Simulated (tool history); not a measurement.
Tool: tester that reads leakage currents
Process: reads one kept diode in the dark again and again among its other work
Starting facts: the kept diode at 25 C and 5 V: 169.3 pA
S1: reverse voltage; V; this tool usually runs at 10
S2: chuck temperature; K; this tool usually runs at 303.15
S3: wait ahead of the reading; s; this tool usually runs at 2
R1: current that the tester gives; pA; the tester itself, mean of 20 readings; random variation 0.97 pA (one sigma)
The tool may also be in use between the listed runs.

run    hour    S1      S2    S3      R1
  1       0    10  303.15     2  308.41
  2   144.9    10  303.15     2  307.24
  3   332.3    10  303.15     2  302.98
      486.4  -- chuck's temperature calibrated
  4   521.3    10  303.15  6.22  325.75
  5   684.1    10  303.15  6.22  325.08
  6   762.1    10  293.15     2  159.25
      880.8  -- probe card cleaned and baked
  7   897.1    10  303.15     2  316.55
  8   992.2    10  303.15     2  315.66
  9  1128.5    10  303.15     2  312.19
 10  1261.5    10  303.15     2   311.9
 11  1368.5    10  303.15     2  312.21
 12    1499    10  303.15     2   308.6
 13  1592.1    10  303.15     2  308.85
 14  1748.9  11.5  303.15     2  323.92
 15  1832.5  11.5  303.15     2  324.36
 16  1959.5  11.5  303.15     2  321.26
       2056  -- tester calibrated
 17  2066.7   8.4  303.15     2  282.97
 18  2246.9   8.4  303.15     2  279.12
 19    2406   8.4  303.15     2  279.29
     2442.3  -- chuck's temperature calibrated
 20  2573.6    10  301.15  8.03  282.83
 21  2702.8    10  301.15  8.03  282.09
 22  2832.7    10  317.15  0.64  818.41
 23  2962.5    10  317.15  0.64  815.71
 24  3105.1    10  317.15  0.64  811.53
 25  3184.8    10  317.15  0.64  809.46
 26  3329.5    10  297.15  0.64   207.5
 27  3476.1  11.7  305.15  2.01  387.75
 28  3646.4  11.7  305.15  2.01  384.03
 29  3772.1  11.7  305.15  2.01  383.99

Run 30 is up next; what results do you expect?
 30  3901.2  11.7  305.15  2.01   ?

{"run 30": {"R1": 380.4}}
Without the tool's hidden state the same run would have given R1 397.61 pA.
